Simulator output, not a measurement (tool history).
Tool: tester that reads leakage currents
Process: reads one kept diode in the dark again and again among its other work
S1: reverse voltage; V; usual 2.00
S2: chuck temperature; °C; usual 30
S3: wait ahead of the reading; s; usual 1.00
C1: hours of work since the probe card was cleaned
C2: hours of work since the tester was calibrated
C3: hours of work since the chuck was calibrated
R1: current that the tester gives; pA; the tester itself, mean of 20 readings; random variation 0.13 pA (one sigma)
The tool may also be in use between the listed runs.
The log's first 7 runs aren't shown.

run 8 hour=793.2 | S1=1.70 S2=30 S3=0.63 | C1=1820 C2=2012 C3=470 | R1=38.68
run 9 hour=941.2 | S1=1.70 S2=30 S3=0.63 | C1=1891 C2=2083 C3=541 | R1=38.66
run 10 hour=1051.3 | S1=2.00 S2=35 S3=1.00 | C1=1944 C2=2136 C3=593 | R1=60.46
run 11 hour=1187.9 | S1=2.00 S2=30 S3=1.00 | C1=2010 C2=2201 C3=659 | R1=40.94
run 12 hour=1294.0 | S1=2.00 S2=30 S3=1.00 | C1=2061 C2=2252 C3=710 | R1=40.97
run 13 hour=1392.6 | S1=2.00 S2=30 S3=1.00 | C1=2108 C2=2300 C3=757 | R1=40.77
run 14 hour=1521.3 | S1=2.00 S2=30 S3=1.21 | C1=2170 C2=2361 C3=819 | R1=40.46
run 15 hour=1598.9 | S1=2.00 S2=30 S3=1.21 | C1=2207 C2=2399 C3=856 | R1=40.44
run 16 hour=1671.4 | S1=2.00 S2=30 S3=1.21 | C1=2242 C2=2433 C3=891 | R1=40.29
run 17 hour=1824.3 | S1=1.17 S2=30 S3=0.69 | C1=2315 C2=2507 C3=964 | R1=32.37
run 18 hour=1889.5 | S1=1.17 S2=30 S3=0.69 | C1=2346 C2=2538 C3=995 | R1=32.48
run 19 hour=2028.2 | S1=9.01 S2=34 S3=1.84 | C1=2413 C2=2605 C3=1062 | R1=101.31
run 20 hour=2102.8 | S1=3.02 S2=50 S3=1.00 | C1=2449 C2=2640 C3=1098 | R1=204.94
-- hour=2206.7 tester calibrated
run 21 hour=2254.7 | S1=2.00 S2=30 S3=7.10 | C1=2520 C2=23 C3=1170 | R1=40.24
run 22 hour=2343.9 | S1=2.00 S2=22 S3=2.03 | C1=2563 C2=66 C3=1212 | R1=22.20

Run 23 comes next. What will it give?
run 23 hour=2453.3 | S1=1.48 S2=49 S3=6.02 | C1=2616 C2=118 C3=1265 | R1=?

R1: 147.01 pA
Without the tool's hidden state the same run would have given R1 161.64 pA.
